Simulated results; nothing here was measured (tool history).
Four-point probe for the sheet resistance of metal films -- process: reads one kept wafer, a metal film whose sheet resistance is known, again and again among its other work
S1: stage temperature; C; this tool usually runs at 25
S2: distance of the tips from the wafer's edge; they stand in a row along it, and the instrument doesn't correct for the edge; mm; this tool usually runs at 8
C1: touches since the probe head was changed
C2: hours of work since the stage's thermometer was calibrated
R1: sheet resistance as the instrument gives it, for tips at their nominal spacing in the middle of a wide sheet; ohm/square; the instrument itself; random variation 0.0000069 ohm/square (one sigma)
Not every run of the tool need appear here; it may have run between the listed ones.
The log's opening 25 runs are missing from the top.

run     day  S1  S2     C1   C2        R1
 26  39.650  25  11  13165  915  0.034133
     39.800  -- stage's thermometer calibrated
 27  40.746  25   7  13913   10  0.034218
 28  42.804  25   7  15348   32  0.034209
 29  44.958  19  10  16846   55  0.034148
 30  46.117  19  10  17654   67  0.034135
     47.596  -- stage's thermometer calibrated, once more
 31  48.117  23  10  19031    6  0.034110
 32  49.508  23  10  20001   20  0.034098
 33  51.129  23  10  21129   38  0.034089
 34  52.667  22  10  22198   54  0.034094
 35  53.908  22  10  23063   67  0.034091

Estimate the outcome of run 36 from the log above:
 36  55.942  20   8  24481  89   ?

R1: 0.034135 ohm/square
On a tool with no hidden condition, and with the same random variation, this run would have come out at R1 0.034535 ohm/square.

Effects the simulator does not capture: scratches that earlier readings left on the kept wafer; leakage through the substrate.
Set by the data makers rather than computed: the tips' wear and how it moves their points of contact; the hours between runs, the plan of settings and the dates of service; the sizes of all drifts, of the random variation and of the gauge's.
